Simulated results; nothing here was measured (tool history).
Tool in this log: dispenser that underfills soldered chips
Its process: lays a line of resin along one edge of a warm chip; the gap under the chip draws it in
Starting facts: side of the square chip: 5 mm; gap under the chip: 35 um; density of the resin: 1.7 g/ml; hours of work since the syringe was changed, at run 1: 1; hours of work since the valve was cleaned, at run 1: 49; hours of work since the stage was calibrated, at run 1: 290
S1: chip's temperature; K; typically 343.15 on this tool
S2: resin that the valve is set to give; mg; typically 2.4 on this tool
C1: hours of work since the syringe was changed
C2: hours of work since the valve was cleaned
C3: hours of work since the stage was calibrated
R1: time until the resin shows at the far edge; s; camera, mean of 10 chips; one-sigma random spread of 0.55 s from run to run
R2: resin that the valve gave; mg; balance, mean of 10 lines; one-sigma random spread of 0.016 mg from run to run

run 1 day=0 | S1=343.15 S2=2.4 | C1=1 C2=49 C3=290 | R1=47.4 R2=2.29
-- day=0.296 new syringe of resin
run 2 day=0.433 | S1=343.15 S2=2.4 | C1=2 C2=56 C3=296 | R1=53.7 R2=2.28
-- day=0.508 dispensing valve cleaned and set on the balance
-- day=0.704 new syringe of resin
run 3 day=0.796 | S1=343.15 S2=2.4 | C1=1 C2=4 C3=301 | R1=49.3 R2=2.37
-- day=1.062 new syringe of resin
run 4 day=1.267 | S1=343.15 S2=2.4 | C1=3 C2=12 C3=309 | R1=54.8 R2=2.37
-- day=1.408 new syringe of resin
run 5 day=1.642 | S1=343.15 S2=2.4 | C1=4 C2=18 C3=315 | R1=58.1 R2=2.4
-- day=1.762 new syringe of resin
run 6 day=1.983 | S1=343.15 S2=2.4 | C1=4 C2=23 C3=320 | R1=56.6 R2=2.37
-- day=2.133 new syringe of resin
run 7 day=2.346 | S1=343.15 S2=2.4 | C1=3 C2=29 C3=325 | R1=56.8 R2=2.36
-- day=2.475 new syringe of resin
run 8 day=2.796 | S1=343.15 S2=2.4 | C1=5 C2=36 C3=333 | R1=66 R2=2.33
-- day=2.854 new syringe of resin
run 9 day=3.017 | S1=343.15 S2=2.1 | C1=3 C2=39 C3=336 | R1=53.8 R2=2.03
-- day=3.2 new syringe of resin
run 10 day=3.5 | S1=343.15 S2=2.1 | C1=5 C2=47 C3=343 | R1=63.9 R2=2.01
-- day=3.542 new syringe of resin
run 11 day=3.858 | S1=343.15 S2=2.1 | C1=5 C2=52 C3=349 | R1=65.2 R2=2.02
-- day=3.896 new syringe of resin
-- day=4.2 dispensing valve cleaned and set on the balance
-- day=4.275 new syringe of resin
run 12 day=4.321 | S1=343.15 S2=2.1 | C1=1 C2=2 C3=355 | R1=47.4 R2=2.1
-- day=4.638 new syringe of resin
run 13 day=4.779 | S1=343.15 S2=2.1 | C1=2 C2=9 C3=363 | R1=51 R2=2.09
-- day=4.992 new syringe of resin
run 14 day=5.021 | S1=343.15 S2=2.1 | C1=0 C2=13 C3=366 | R1=46.5 R2=2.06
run 15 day=5.225 | S1=343.15 S2=2.4 | C1=4 C2=16 C3=370 | R1=58 R2=2.35
-- day=5.346 new syringe of resin
run 16 day=5.612 | S1=343.15 S2=2.4 | C1=4 C2=22 C3=376 | R1=60.2 R2=2.35
-- day=5.725 new syringe of resin
run 17 day=5.888 | S1=343.15 S2=2.4 | C1=3 C2=26 C3=380 | R1=52.7 R2=2.33
-- day=6.062 new syringe of resin
run 18 day=6.225 | S1=346.15 S2=2.83 | C1=3 C2=31 C3=385 | R1=44.8 R2=2.75
-- day=6.421 new syringe of resin
run 19 day=6.471 | S1=343.15 S2=3.02 | C1=1 C2=35 C3=389 | R1=45.2 R2=2.92
run 20 day=6.742 | S1=343.15 S2=3.02 | C1=5 C2=40 C3=393 | R1=61.4 R2=2.88
-- day=6.783 new syringe of resin
-- day=7.133 new syringe of resin
run 21 day=7.254 | S1=343.15 S2=3.02 | C1=2 C2=47 C3=401 | R1=48.3 R2=2.9
-- day=7.488 new syringe of resin
run 22 day=7.554 | S1=340.15 S2=2.4 | C1=1 C2=52 C3=406 | R1=54.2 R2=2.29
-- day=7.825 new syringe of resin
-- day=7.9 dispensing valve cleaned and set on the balance
run 23 day=7.925 | S1=340.15 S2=2.4 | C1=1 C2=0 C3=411 | R1=52.6 R2=2.42
run 24 day=8.154 | S1=357.15 S2=2.24 | C1=5 C2=4 C3=415 | R1=32.9 R2=2.19
-- day=8.233 new syringe of resin
run 25 day=8.538 | S1=356.15 S2=2.65 | C1=5 C2=10 C3=421 | R1=35.2 R2=2.64
-- day=8.571 new syringe of resin
run 26 day=8.838 | S1=343.15 S2=2.17 | C1=4 C2=15 C3=425 | R1=61 R2=2.13
-- day=8.921 new syringe of resin
run 27 day=9.104 | S1=343.15 S2=2.14 | C1=3 C2=19 C3=429 | R1=53.8 R2=2.1
-- day=9.267 new syringe of resin
run 28 day=9.525 | S1=350.15 S2=2.01 | C1=4 C2=25 C3=436 | R1=45.2 R2=1.95
-- day=9.625 new syringe of resin
run 29 day=9.908 | S1=346.15 S2=2.38 | C1=5 C2=31 C3=442 | R1=54.1 R2=2.31
-- day=9.967 new syringe of resin
-- day=10.304 new syringe of resin
run 30 day=10.421 | S1=343.15 S2=2.17 | C1=2 C2=39 C3=450 | R1=50.2 R2=2.12
-- day=10.662 new syringe of resin
run 31 day=10.696 | S1=340.15 S2=2.55 | C1=1 C2=44 C3=454 | R1=51.7 R2=2.44
-- day=11.004 new syringe of resin
run 32 day=11.15 | S1=357.15 S2=2.93 | C1=2 C2=51 C3=461 | R1=26.9 R2=2.8
-- day=11.358 new syringe of resin
-- day=11.583 dispensing valve cleaned and set on the balance
run 33 day=11.625 | S1=357.15 S2=2.93 | C1=4 C2=1 C3=468 | R1=31 R2=2.92

Results per run with the tool's hidden condition removed, run-to-run variation unchanged:
Unlogged tool condition in this case: resin's viscosity, % of fresh resin's; dose that the valve gives, % of what is set; true chip temperature over the reading, C; drift of the gauge itself on fill_s, %; drift of the gauge itself on given_mg, %.
run=1 R1=46.2 R2=2.39
run=2 R1=46.5 R2=2.4
run=3 R1=46.1 R2=2.38
run=4 R1=45.7 R2=2.39
run=5 R1=46.9 R2=2.44
run=6 R1=46.1 R2=2.42
run=7 R1=46.7 R2=2.42
run=8 R1=47.3 R2=2.41
run=9 R1=46.8 R2=2.1
run=10 R1=47.5 R2=2.1
run=11 R1=47 R2=2.11
run=12 R1=47.6 R2=2.1
run=13 R1=46.9 R2=2.11
run=14 R1=47.7 R2=2.09
run=15 R1=47.2 R2=2.39
run=16 R1=46 R2=2.4
run=17 R1=46.3 R2=2.38
run=18 R1=39.6 R2=2.84
run=19 R1=45.6 R2=3.02
run=20 R1=45.4 R2=2.99
run=21 R1=45.1 R2=3.03
run=22 R1=52.8 R2=2.4
run=23 R1=53.3 R2=2.43
run=24 R1=25.3 R2=2.21
run=25 R1=25.8 R2=2.66
run=26 R1=47.7 R2=2.16
run=27 R1=46.6 R2=2.14
run=28 R1=36 R2=2
run=29 R1=41.6 R2=2.38
run=30 R1=47.1 R2=2.2
run=31 R1=52.9 R2=2.54
run=32 R1=24.5 R2=2.95
run=33 R1=25.7 R2=2.92

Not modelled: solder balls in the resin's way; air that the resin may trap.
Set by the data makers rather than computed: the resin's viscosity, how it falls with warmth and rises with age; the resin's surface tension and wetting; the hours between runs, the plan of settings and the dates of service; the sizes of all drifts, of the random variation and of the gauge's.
